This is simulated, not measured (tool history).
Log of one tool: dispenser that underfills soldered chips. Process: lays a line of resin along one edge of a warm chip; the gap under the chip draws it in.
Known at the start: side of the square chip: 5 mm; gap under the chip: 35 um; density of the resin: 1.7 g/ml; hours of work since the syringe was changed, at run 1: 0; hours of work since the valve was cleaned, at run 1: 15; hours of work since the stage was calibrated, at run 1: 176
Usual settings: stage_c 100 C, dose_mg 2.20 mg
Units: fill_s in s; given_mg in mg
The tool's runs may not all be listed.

| run | hour | stage_c | dose_mg | hours of work since the syringe was changed | hours of work since the valve was cleaned | hours of work since the stage was calibrated | fill_s | given_mg |
|---|---|---|---|---|---|---|---|---|
| 1 | 0.0 | 100 | 2.20 | 0 | 15 | 176 | 51.9 | 2.163 |
| 2 | 5.6 | 100 | 2.47 | 4 | 19 | 180 | 62.8 | 2.426 |
|  | 7.2 | new syringe of resin |
| 3 | 11.8 | 100 | 2.47 | 3 | 23 | 184 | 57.4 | 2.419 |
|  | 14.9 | new syringe of resin |
| 4 | 18.1 | 100 | 2.47 | 2 | 27 | 188 | 55.8 | 2.412 |
|  | 22.4 | new syringe of resin |
| 5 | 24.6 | 109 | 2.47 | 2 | 32 | 193 | 40.7 | 2.393 |
| 6 | 29.3 | 109 | 2.47 | 5 | 35 | 196 | 46.8 | 2.386 |
|  | 30.5 | new syringe of resin |
| 7 | 36.0 | 100 | 2.05 | 4 | 40 | 201 | 61.9 | 1.972 |
|  | 38.5 | new syringe of resin |
| 8 | 43.4 | 100 | 2.05 | 4 | 45 | 206 | 62.7 | 1.974 |
|  | 46.0 | new syringe of resin |
|  | 50.5 | dispensing valve cleaned and set on the balance |
| 9 | 50.5 | 100 | 2.05 | 3 | 0 | 210 | 58.4 | 2.047 |
|  | 54.8 | new syringe of resin |
| 10 | 55.8 | 100 | 1.97 | 1 | 4 | 214 | 54.1 | 1.953 |
|  | 62.3 | new syringe of resin |
| 11 | 64.1 | 100 | 1.97 | 1 | 9 | 220 | 55.8 | 1.947 |
| 12 | 69.3 | 100 | 1.97 | 5 | 13 | 224 | 66.9 | 1.948 |
|  | 70.4 | new syringe of resin |
| 13 | 74.8 | 100 | 2.20 | 3 | 17 | 227 | 60.6 | 2.164 |
|  | 78.0 | new syringe of resin |
| 14 | 80.3 | 100 | 2.20 | 2 | 21 | 231 | 56.0 | 2.149 |
| 15 | 84.2 | 100 | 2.20 | 5 | 24 | 234 | 64.0 | 2.165 |
|  | 86.1 | new syringe of resin |
| 16 | 90.8 | 107 | 2.20 | 3 | 28 | 239 | 47.4 | 2.144 |
|  | 93.5 | new syringe of resin |
| 17 | 95.3 | 107 | 2.20 | 1 | 31 | 242 | 42.4 | 2.142 |
|  | 101.2 | new syringe of resin |
| 18 | 102.6 | 90 | 2.10 | 1 | 36 | 247 | 79.8 | 2.039 |
|  | 109.0 | new syringe of resin |
| 19 | 111.0 | 90 | 2.10 | 1 | 42 | 253 | 80.9 | 2.021 |
|  | 116.4 | new syringe of resin |
| 20 | 118.4 | 90 | 2.20 | 1 | 48 | 258 | 80.8 | 2.116 |
|  | 121.9 | dispensing valve cleaned and set on the balance |
|  | 124.9 | new syringe of resin |
| 21 | 126.9 | 101 | 2.85 | 1 | 3 | 263 | 52.2 | 2.844 |
|  | 132.4 | new syringe of resin |
| 22 | 133.9 | 101 | 2.85 | 1 | 8 | 268 | 51.1 | 2.828 |
|  | 140.1 | new syringe of resin |
| 23 | 143.8 | 88 | 2.61 | 3 | 15 | 275 | 90.8 | 2.564 |
|  | 147.7 | new syringe of resin |
| 24 | 149.9 | 111 | 2.52 | 2 | 20 | 279 | 37.2 | 2.474 |
|  | 155.9 | new syringe of resin |
| 25 | 156.4 | 93 | 2.35 | 0 | 24 | 284 | 68.2 | 2.308 |
|  | 163.4 | new syringe of resin |
| 26 | 164.9 | 108 | 2.20 | 1 | 30 | 290 | 41.3 | 2.135 |
|  | 171.1 | new syringe of resin |
| 27 | 173.9 | 110 | 2.79 | 2 | 36 | 296 | 39.0 | 2.699 |

The next listed run, before its measurement:
|  | 179.1 | new syringe of resin |
| 28 | 180.7 | 102 | 2.45 | 1 | 41 | 301 | ? | ? |

Run 28 gave fill_s 49.6 s, given_mg 2.361 mg.
Without the tool's hidden state the same run would have given fill_s 46.0 s, given_mg 2.447 mg.
